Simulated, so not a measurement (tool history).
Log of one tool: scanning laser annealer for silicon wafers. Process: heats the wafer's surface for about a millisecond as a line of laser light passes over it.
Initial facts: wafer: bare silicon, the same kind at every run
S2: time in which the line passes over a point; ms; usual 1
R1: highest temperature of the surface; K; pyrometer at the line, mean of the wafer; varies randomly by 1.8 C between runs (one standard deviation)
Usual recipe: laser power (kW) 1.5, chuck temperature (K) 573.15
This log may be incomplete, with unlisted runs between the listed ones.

run 1 hour=0 | laser_power_(kW)=1.5 S2=1 chuck_temperature_(K)=573.15 | R1=1302.15
run 2 hour=19.7 | laser_power_(kW)=1.5 S2=1 chuck_temperature_(K)=573.15 | R1=1304.15
run 3 hour=32.6 | laser_power_(kW)=1.5 S2=1 chuck_temperature_(K)=573.15 | R1=1306.15
run 4 hour=47.2 | laser_power_(kW)=1.5 S2=1 chuck_temperature_(K)=573.15 | R1=1301.15
run 5 hour=66.3 | laser_power_(kW)=1.585 S2=1 chuck_temperature_(K)=573.15 | R1=1357.15
run 6 hour=81.4 | laser_power_(kW)=1.5 S2=1 chuck_temperature_(K)=581.15 | R1=1313.15
run 7 hour=94.4 | laser_power_(kW)=1.5 S2=1 chuck_temperature_(K)=573.15 | R1=1300.15
run 8 hour=112 | laser_power_(kW)=1.5 S2=1 chuck_temperature_(K)=573.15 | R1=1297.15
run 9 hour=124.2 | laser_power_(kW)=1.5 S2=1 chuck_temperature_(K)=573.15 | R1=1298.15
run 10 hour=139.9 | laser_power_(kW)=1.5 S2=1 chuck_temperature_(K)=573.15 | R1=1299.15
run 11 hour=150.5 | laser_power_(kW)=1.5 S2=0.74 chuck_temperature_(K)=573.15 | R1=1190.15
run 12 hour=162.1 | laser_power_(kW)=1.5 S2=0.74 chuck_temperature_(K)=573.15 | R1=1185.15
run 13 hour=178.1 | laser_power_(kW)=1.319 S2=1 chuck_temperature_(K)=573.15 | R1=1185.15
run 14 hour=192.7 | laser_power_(kW)=1.319 S2=1 chuck_temperature_(K)=573.15 | R1=1182.15
run 15 hour=208.9 | laser_power_(kW)=1.5 S2=1 chuck_temperature_(K)=602.15 | R1=1324.15
run 16 hour=228.9 | laser_power_(kW)=1.284 S2=1.17 chuck_temperature_(K)=573.15 | R1=1213.15
run 17 hour=249.2 | laser_power_(kW)=1.5 S2=0.98 chuck_temperature_(K)=597.15 | R1=1310.15
run 18 hour=270.1 | laser_power_(kW)=1.5 S2=0.98 chuck_temperature_(K)=597.15 | R1=1308.15
run 19 hour=285.7 | laser_power_(kW)=1.57 S2=0.86 chuck_temperature_(K)=597.15 | R1=1302.15
run 20 hour=300.7 | laser_power_(kW)=1.323 S2=1.2 chuck_temperature_(K)=597.15 | R1=1273.15
run 21 hour=319.1 | laser_power_(kW)=1.5 S2=0.98 chuck_temperature_(K)=579.15 | R1=1290.15
run 22 hour=337.5 | laser_power_(kW)=1.5 S2=0.98 chuck_temperature_(K)=579.15 | R1=1293.15
run 23 hour=354.1 | laser_power_(kW)=1.5 S2=1.01 chuck_temperature_(K)=573.15 | R1=1299.15

Expected results for the next run?
run 24 hour=373.5 | laser_power_(kW)=1.482 S2=1.01 chuck_temperature_(K)=566.15 | R1=?

{"run 24": {"R1": 1274.15}}
Take away the tool's hidden state, keep the run-to-run variation as it was, and the same run would have given R1 1296.15 K.
